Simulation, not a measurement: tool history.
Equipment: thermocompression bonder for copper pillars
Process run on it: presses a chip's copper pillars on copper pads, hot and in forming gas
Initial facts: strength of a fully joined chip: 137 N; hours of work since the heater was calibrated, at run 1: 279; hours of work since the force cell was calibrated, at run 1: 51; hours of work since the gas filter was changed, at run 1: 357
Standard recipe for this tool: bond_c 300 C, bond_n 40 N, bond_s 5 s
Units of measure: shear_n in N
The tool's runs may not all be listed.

run   hour  bond_c  bond_n  bond_s  hours of work since the heater was calibrated  hours of work since the force cell was calibrated  hours of work since the gas filter was changed  shear_n
  1    0.0     300      40       5                                            279                                                 51                                             357     55.8
  2    7.6     300      40       5                                            283                                                 55                                             360     55.5
  3   13.4     310      40       5                                            285                                                 58                                             363     61.0
  4   22.2     325      40       5                                            289                                                 62                                             367     69.3
  5   26.9     300      40       5                                            291                                                 64                                             369     55.8
  6   31.9     316      40       5                                            294                                                 66                                             372     64.2
  7   36.9     316      40       5                                            296                                                 68                                             374     64.4
  8   42.5     300      40       5                                            299                                                 71                                             376     56.0
  9   51.1     300      40       8                                            302                                                 75                                             380     66.5
 10   59.1     300      40       8                                            306                                                 78                                             384     66.3
 11   66.4     300      40       5                                            310                                                 82                                             387     56.0
 12   73.0     302      40       5                                            313                                                 85                                             390     57.3
 13   79.0     302      40       5                                            315                                                 88                                             393     56.9
 14   86.9     300      40      12                                            319                                                 91                                             397     76.5
 15   94.0     300      40      12                                            322                                                 94                                             400     76.6
 16  100.7     300      40      12                                            325                                                 98                                             403     76.5
 17  106.0     324      40       5                                            328                                                100                                             405     69.3
 18  114.9     324      40       5                                            332                                                104                                             410     69.5
 19  124.0     300      40       5                                            336                                                108                                             414     56.3
 20  134.0     300      40       5                                            340                                                113                                             418     56.3
 21  138.7     300      40       5                                            343                                                115                                             420     56.7
 22  145.6     274      40       3                                            346                                                118                                             424     34.7
 23  153.7     276      40       5                                            350                                                122                                             427     44.5
 24  162.6     276      40       5                                            354                                                126                                             431     44.2
 25  169.9     276      40       5                                            357                                                129                                             435     44.2
 26  175.9     276      40       5                                            360                                                132                                             438     44.1
     182.6  -- gauge calibrated
 27  182.6     276      40       5                                            363                                                135                                             441     43.4
 28  190.4     318      27       6                                            366                                                139                                             444     51.6
 29  195.1     318      27       6                                            368                                                141                                             446     51.6
 30  201.7     318      27       6                                            371                                                144                                             449     52.1
 31  207.6     318      27       6                                            374                                                147                                             452     51.8
 32  213.1     282      31       5                                            377                                                149                                             455     37.5
 33  219.3     274      31       5                                            380                                                152                                             457     34.1
 34  228.1     315      40       5                                            384                                                156                                             461     63.8
 35  235.9     315      40       5                                            387                                                159                                             465     64.0
 36  245.3     315      40       5                                            391                                                164                                             469     64.3
 37  252.9     320      40       3                                            395                                                167                                             473     55.4
 38  262.9     316      58      14                                            400                                                172                                             477    108.3
 39  272.4     300      45       3                                            404                                                176                                             482     50.5

Predict each of these 3 candidate next runs independently; none follows another, all start after run 39:
  A  280.9     292      45       3                                            408                                                180                                             486        ?
  B  280.9     311      53       4                                            408                                                180                                             486        ?
  C  280.9     304      27      12                                            408                                                180                                             486        ?

run  shear_n
  A     46.7
  B     70.5
  C     59.5
Take away the tool's hidden state, keep each run's random variation, and the runs would have read:
run  shear_n
  A     46.2
  B     69.7
  C     58.9
